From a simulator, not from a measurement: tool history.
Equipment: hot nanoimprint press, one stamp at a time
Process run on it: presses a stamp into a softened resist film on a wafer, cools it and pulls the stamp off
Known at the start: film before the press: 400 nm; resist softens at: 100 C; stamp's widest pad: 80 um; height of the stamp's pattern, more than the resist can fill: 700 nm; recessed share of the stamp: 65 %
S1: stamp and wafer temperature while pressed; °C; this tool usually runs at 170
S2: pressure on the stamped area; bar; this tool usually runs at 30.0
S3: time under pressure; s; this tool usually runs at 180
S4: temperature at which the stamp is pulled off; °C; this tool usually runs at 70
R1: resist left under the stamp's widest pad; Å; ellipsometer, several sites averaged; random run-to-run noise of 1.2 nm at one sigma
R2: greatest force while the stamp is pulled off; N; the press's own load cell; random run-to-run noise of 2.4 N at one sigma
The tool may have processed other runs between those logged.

{"run": 1, "hour": 0.0, "S1": 170, "S2": 30.0, "S3": 180, "S4": 70, "R1": 1916, "R2": 147}
{"run": 2, "hour": 14.8, "S1": 170, "S2": 30.0, "S3": 180, "S4": 70, "R1": 1928, "R2": 147}
{"run": 3, "hour": 35.8, "S1": 170, "S2": 30.0, "S3": 180, "S4": 70, "R1": 1954, "R2": 145}
{"run": 4, "hour": 51.9, "S1": 170, "S2": 30.0, "S3": 180, "S4": 70, "R1": 1940, "R2": 148}
{"hour": 61.5, "done": "press's hydraulic seals changed and the load cell set to zero"}
{"run": 5, "hour": 83.3, "S1": 170, "S2": 30.0, "S3": 180, "S4": 70, "R1": 1906, "R2": 147}
{"run": 6, "hour": 101.4, "S1": 170, "S2": 30.0, "S3": 180, "S4": 70, "R1": 1949, "R2": 151}
{"run": 7, "hour": 125.0, "S1": 170, "S2": 30.0, "S3": 180, "S4": 70, "R1": 1925, "R2": 155}
{"run": 8, "hour": 145.4, "S1": 170, "S2": 30.0, "S3": 180, "S4": 70, "R1": 1956, "R2": 154}
{"run": 9, "hour": 168.1, "S1": 170, "S2": 30.0, "S3": 180, "S4": 70, "R1": 1937, "R2": 161}
{"run": 10, "hour": 187.6, "S1": 170, "S2": 25.1, "S3": 180, "S4": 70, "R1": 2092, "R2": 158}
{"hour": 196.9, "done": "stamp cleaned and given a new release coat"}
{"run": 11, "hour": 211.6, "S1": 170, "S2": 30.0, "S3": 180, "S4": 70, "R1": 1956, "R2": 122}
{"run": 12, "hour": 223.5, "S1": 164, "S2": 30.0, "S3": 180, "S4": 70, "R1": 2622, "R2": 119}
{"run": 13, "hour": 239.1, "S1": 170, "S2": 30.0, "S3": 180, "S4": 70, "R1": 1959, "R2": 121}
{"run": 14, "hour": 260.8, "S1": 172, "S2": 30.0, "S3": 180, "S4": 70, "R1": 1760, "R2": 120}
{"run": 15, "hour": 281.7, "S1": 172, "S2": 30.0, "S3": 180, "S4": 70, "R1": 1781, "R2": 126}
{"run": 16, "hour": 303.7, "S1": 176, "S2": 31.4, "S3": 235, "S4": 58, "R1": 1253, "R2": 165}
{"run": 17, "hour": 321.2, "S1": 176, "S2": 30.0, "S3": 180, "S4": 75, "R1": 1419, "R2": 118}
{"run": 18, "hour": 337.7, "S1": 176, "S2": 25.1, "S3": 107, "S4": 61, "R1": 1924, "R2": 143}
{"run": 19, "hour": 356.2, "S1": 176, "S2": 25.1, "S3": 107, "S4": 61, "R1": 1902, "R2": 160}
{"run": 20, "hour": 373.5, "S1": 176, "S2": 25.1, "S3": 107, "S4": 61, "R1": 1928, "R2": 162}
{"run": 21, "hour": 392.2, "S1": 160, "S2": 31.2, "S3": 107, "S4": 68, "R1": 3384, "R2": 136}
{"run": 22, "hour": 413.3, "S1": 162, "S2": 42.6, "S3": 180, "S4": 70, "R1": 2617, "R2": 135}
{"run": 23, "hour": 427.3, "S1": 162, "S2": 42.6, "S3": 180, "S4": 70, "R1": 2672, "R2": 139}
{"run": 24, "hour": 447.5, "S1": 162, "S2": 42.6, "S3": 180, "S4": 57, "R1": 2662, "R2": 181}
{"run": 25, "hour": 467.2, "S1": 162, "S2": 42.6, "S3": 180, "S4": 57, "R1": 2663, "R2": 180}
{"run": 26, "hour": 483.0, "S1": 162, "S2": 21.4, "S3": 127, "S4": 66, "R1": 3326, "R2": 157}
{"run": 27, "hour": 506.8, "S1": 162, "S2": 21.4, "S3": 127, "S4": 66, "R1": 3347, "R2": 164}
{"run": 28, "hour": 525.3, "S1": 162, "S2": 21.4, "S3": 127, "S4": 66, "R1": 3351, "R2": 165}
{"run": 29, "hour": 544.8, "S1": 170, "S2": 35.0, "S3": 233, "S4": 66, "R1": 1752, "R2": 164}

3 ways to go on from here, each from the tool as it stands after run 29. What would each give?
{"run": "A", "hour": 569.2, "S1": 170, "S2": 33.6, "S3": 180, "S4": 70, "R1": "?", "R2": "?"}
{"run": "B", "hour": 569.2, "S1": 170, "S2": 35.0, "S3": 103, "S4": 57, "R1": "?", "R2": "?"}
{"run": "C", "hour": 569.2, "S1": 170, "S2": 35.0, "S3": 145, "S4": 69, "R1": "?", "R2": "?"}

run=A R1=1965 R2=155
run=B R1=2353 R2=205
run=C R1=2136 R2=157
Take away the tool's hidden state, keep each run's random variation, and the runs would have read:
run=A R1=1781 R2=115
run=B R1=2159 R2=155
run=C R1=1944 R2=117
